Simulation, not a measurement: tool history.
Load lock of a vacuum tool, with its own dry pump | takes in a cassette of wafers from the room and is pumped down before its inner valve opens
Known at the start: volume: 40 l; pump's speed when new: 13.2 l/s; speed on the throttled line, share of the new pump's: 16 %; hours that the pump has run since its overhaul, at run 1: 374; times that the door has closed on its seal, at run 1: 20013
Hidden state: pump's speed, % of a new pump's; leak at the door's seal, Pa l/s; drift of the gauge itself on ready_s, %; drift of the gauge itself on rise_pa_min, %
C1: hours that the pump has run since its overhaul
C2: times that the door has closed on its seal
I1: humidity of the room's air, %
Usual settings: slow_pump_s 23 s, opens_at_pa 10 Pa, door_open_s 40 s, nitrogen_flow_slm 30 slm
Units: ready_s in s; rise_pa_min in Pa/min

run 1 hour=0.0 | slow_pump_s=23 opens_at_pa=10 door_open_s=40 nitrogen_flow_slm=30 | C1=374 C2=20013 | I1=43.9 | ready_s=47.9 rise_pa_min=0.014
run 2 hour=120.7 | slow_pump_s=23 opens_at_pa=10 door_open_s=40 nitrogen_flow_slm=30 | C1=495 C2=20285 | I1=45.6 | ready_s=47.2 rise_pa_min=0.012
run 3 hour=196.9 | slow_pump_s=23 opens_at_pa=10 door_open_s=40 nitrogen_flow_slm=30 | C1=571 C2=20457 | I1=42.7 | ready_s=47.2 rise_pa_min=0.013
run 4 hour=276.7 | slow_pump_s=23 opens_at_pa=10 door_open_s=40 nitrogen_flow_slm=30 | C1=651 C2=20637 | I1=45.8 | ready_s=47.6 rise_pa_min=0.014
run 5 hour=421.1 | slow_pump_s=23 opens_at_pa=10 door_open_s=45 nitrogen_flow_slm=30 | C1=796 C2=20963 | I1=44.5 | ready_s=47.7 rise_pa_min=0.013
run 6 hour=481.0 | slow_pump_s=23 opens_at_pa=10 door_open_s=45 nitrogen_flow_slm=30 | C1=856 C2=21098 | I1=46.5 | ready_s=48.1 rise_pa_min=0.011
run 7 hour=622.8 | slow_pump_s=26 opens_at_pa=10 door_open_s=40 nitrogen_flow_slm=30 | C1=997 C2=21418 | I1=44.4 | ready_s=50.3 rise_pa_min=0.018
run 8 hour=758.9 | slow_pump_s=26 opens_at_pa=10 door_open_s=40 nitrogen_flow_slm=5 | C1=1133 C2=21725 | I1=45.0 | ready_s=50.1 rise_pa_min=0.026
run 9 hour=880.9 | slow_pump_s=26 opens_at_pa=10 door_open_s=40 nitrogen_flow_slm=5 | C1=1255 C2=22000 | I1=46.0 | ready_s=50.3 rise_pa_min=0.025
run 10 hour=952.1 | slow_pump_s=28 opens_at_pa=11 door_open_s=69 nitrogen_flow_slm=30 | C1=1327 C2=22161 | I1=43.2 | ready_s=51.7 rise_pa_min=0.014
run 11 hour=1079.3 | slow_pump_s=28 opens_at_pa=11 door_open_s=69 nitrogen_flow_slm=30 | C1=1454 C2=22448 | I1=42.1 | ready_s=51.0 rise_pa_min=0.014
run 12 hour=1186.5 | slow_pump_s=23 opens_at_pa=10 door_open_s=34 nitrogen_flow_slm=30 | C1=1561 C2=22690 | I1=45.2 | ready_s=47.5 rise_pa_min=0.016
run 13 hour=1276.8 | slow_pump_s=23 opens_at_pa=11 door_open_s=82 nitrogen_flow_slm=14 | C1=1651 C2=22894 | I1=41.4 | ready_s=47.3 rise_pa_min=0.021

5 ways to go on from here, each from the tool as it stands after run 13. What would each give?
run A hour=1385.5 | slow_pump_s=15 opens_at_pa=11 door_open_s=82 nitrogen_flow_slm=11 | C1=1760 C2=23139 | I1=47.3 | ready_s=? rise_pa_min=?
run B hour=1385.5 | slow_pump_s=36 opens_at_pa=17 door_open_s=82 nitrogen_flow_slm=21 | C1=1760 C2=23139 | I1=49.6 | ready_s=? rise_pa_min=?
run C hour=1385.5 | slow_pump_s=23 opens_at_pa=10 door_open_s=45 nitrogen_flow_slm=30 | C1=1760 C2=23139 | I1=45.5 | ready_s=? rise_pa_min=?
run D hour=1385.5 | slow_pump_s=30 opens_at_pa=11 door_open_s=32 nitrogen_flow_slm=9 | C1=1760 C2=23139 | I1=45.8 | ready_s=? rise_pa_min=?
run E hour=1385.5 | slow_pump_s=12 opens_at_pa=10 door_open_s=40 nitrogen_flow_slm=30 | C1=1760 C2=23139 | I1=45.4 | ready_s=? rise_pa_min=?

run=A ready_s=40.3 rise_pa_min=0.031
run=B ready_s=56.2 rise_pa_min=0.023
run=C ready_s=47.4 rise_pa_min=0.017
run=D ready_s=53.1 rise_pa_min=0.019
run=E ready_s=38.4 rise_pa_min=0.012
Without the tool's hidden state the same runs would have given:
run=A ready_s=40.3 rise_pa_min=0.030
run=B ready_s=56.2 rise_pa_min=0.022
run=C ready_s=47.4 rise_pa_min=0.016
run=D ready_s=53.1 rise_pa_min=0.018
run=E ready_s=38.4 rise_pa_min=0.011
